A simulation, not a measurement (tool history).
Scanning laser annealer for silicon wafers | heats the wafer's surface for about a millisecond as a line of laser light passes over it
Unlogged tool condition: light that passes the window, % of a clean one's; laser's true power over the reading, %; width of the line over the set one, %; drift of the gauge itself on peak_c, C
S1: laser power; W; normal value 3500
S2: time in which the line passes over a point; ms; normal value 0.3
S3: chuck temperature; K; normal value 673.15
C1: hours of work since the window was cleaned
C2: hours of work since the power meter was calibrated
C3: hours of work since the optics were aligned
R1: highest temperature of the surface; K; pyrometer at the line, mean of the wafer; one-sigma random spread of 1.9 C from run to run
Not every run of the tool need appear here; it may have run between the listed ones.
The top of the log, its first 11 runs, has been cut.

| run | hour | S1 | S2 | S3 | C1 | C2 | C3 | R1 |
|---|---|---|---|---|---|---|---|---|
| 12 | 107.1 | 3500 | 0.227 | 673.15 | 648 | 482 | 890 | 1408.15 |
| 13 | 117.3 | 3500 | 0.227 | 673.15 | 656 | 490 | 898 | 1407.15 |
| 14 | 129.4 | 3500 | 0.227 | 673.15 | 666 | 499 | 907 | 1408.15 |
| 15 | 138.8 | 3500 | 0.227 | 673.15 | 673 | 507 | 915 | 1410.15 |
|  | 145.8 | window over the wafer cleaned |
| 16 | 152.2 | 3500 | 0.3 | 673.15 | 5 | 516 | 924 | 1510.15 |
| 17 | 161.1 | 3500 | 0.3 | 673.15 | 12 | 523 | 931 | 1511.15 |
| 18 | 173.6 | 3500 | 0.3 | 673.15 | 22 | 533 | 940 | 1511.15 |
| 19 | 180.1 | 3500 | 0.353 | 673.15 | 27 | 538 | 946 | 1576.15 |
| 20 | 187 | 3500 | 0.353 | 673.15 | 33 | 543 | 951 | 1576.15 |

For run 21, what comes out?
| 21 | 194.7 | 3613 | 0.34 | 684.15 | 39 | 549 | 957 | ? |

R1: 1601.15 K
Minus the tool's unlogged condition, the same run would have read R1 1602.15 K.

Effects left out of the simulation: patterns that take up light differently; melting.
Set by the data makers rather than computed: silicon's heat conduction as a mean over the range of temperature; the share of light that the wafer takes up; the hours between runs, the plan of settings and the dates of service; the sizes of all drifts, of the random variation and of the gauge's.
